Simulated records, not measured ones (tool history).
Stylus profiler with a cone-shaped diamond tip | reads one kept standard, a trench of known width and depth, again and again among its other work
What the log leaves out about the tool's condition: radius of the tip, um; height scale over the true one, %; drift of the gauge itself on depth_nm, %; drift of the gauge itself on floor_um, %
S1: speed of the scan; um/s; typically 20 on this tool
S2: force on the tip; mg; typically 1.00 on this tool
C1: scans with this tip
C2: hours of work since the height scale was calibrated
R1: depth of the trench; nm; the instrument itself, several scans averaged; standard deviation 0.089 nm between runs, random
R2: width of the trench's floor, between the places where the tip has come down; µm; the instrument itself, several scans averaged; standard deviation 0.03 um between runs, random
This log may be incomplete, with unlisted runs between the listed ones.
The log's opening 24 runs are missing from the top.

run	hour	S1	S2	C1	C2	R1	R2
25	957.2	65	1.76	11025	1483	201.03	97.90
26	979.9	17	0.51	11119	1496	200.47	98.10
27	1008.3	17	0.51	11237	1512	200.39	98.01
28	1057.7	26	1.32	11442	1539	200.94	98.12
29	1091.0	7	0.63	11580	1558	200.27	98.17
30	1144.7	34	1.02	11804	1588	200.66	98.04
31	1188.3	34	1.02	11985	1613	200.62	98.01
32	1212.7	5	0.80	12086	1626	200.52	98.18
33	1239.6	5	0.80	12198	1641	200.60	98.21
34	1292.0	5	0.80	12416	1670	200.64	98.22
35	1333.9	72	1.58	12590	1694	201.00	97.82
36	1365.7	72	1.58	12722	1712	201.00	97.85
# hour 1376.9: height scale calibrated on a step standard
37	1408.9	13	2.46	12899	18	201.34	98.25
38	1438.5	13	2.46	13022	34	201.22	98.18
39	1466.2	41	1.17	13137	50	200.71	97.99
40	1506.7	73	1.75	13306	73	200.94	97.87

What does the tool deliver on the next run?
41	1548.9	73	1.75	13481	96	?	?

For run 41 the tool returned R1 201.00 nm, R2 97.87 µm.
Without the tool's hidden state the same run would have given R1 201.00 nm, R2 97.89 µm.
